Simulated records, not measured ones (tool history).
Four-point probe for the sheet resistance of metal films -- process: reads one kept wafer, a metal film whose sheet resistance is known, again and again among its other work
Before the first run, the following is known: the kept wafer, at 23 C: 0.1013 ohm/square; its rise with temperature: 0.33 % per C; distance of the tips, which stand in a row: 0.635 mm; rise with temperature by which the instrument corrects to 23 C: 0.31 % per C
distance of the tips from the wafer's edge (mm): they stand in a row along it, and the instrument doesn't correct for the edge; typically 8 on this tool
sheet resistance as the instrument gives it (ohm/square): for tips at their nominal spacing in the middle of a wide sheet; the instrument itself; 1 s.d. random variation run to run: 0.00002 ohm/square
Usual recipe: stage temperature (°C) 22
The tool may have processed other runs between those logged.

run   hour  stage temperature (°C)  distance of the tips from the wafer's edge (mm)  sheet resistance as the instrument gives it (ohm/square)
  1      0                      22                                                8                                                   0.10153
  2     43                      22                                                9                                                  0.101473
  3   93.1                      22                                                9                                                  0.101427
  4  127.9                      22                                                9                                                  0.101474
     133.6  -- stage's thermometer calibrated
  5  173.1                      22                                                8                                                  0.101523
  6  206.5                      22                                                5                                                  0.102059
     214.1  -- stage's thermometer calibrated, once more
  7  259.9                      22                                                5                                                   0.10207
  8    291                      22                                                5                                                  0.102098
  9  328.6                      22                                               40                                                  0.101188
 10  369.5                      22                                               40                                                  0.101226

Results per run with the tool's hidden condition removed, run-to-run variation unchanged:
Hidden state present: inner tips' distance over the nominal, %; tips' flats over new ones', %; wafer's true temperature over the reading, C; drift of the gauge itself on sheet_ohm, %.
run  sheet resistance as the instrument gives it (ohm/square)
  1                                                  0.101618
  2                                                  0.101555
  3                                                  0.101505
  4                                                  0.101548
  5                                                  0.101594
  6                                                  0.102128
  7                                                  0.102152
  8                                                  0.102178
  9                                                  0.101263
 10                                                  0.101297
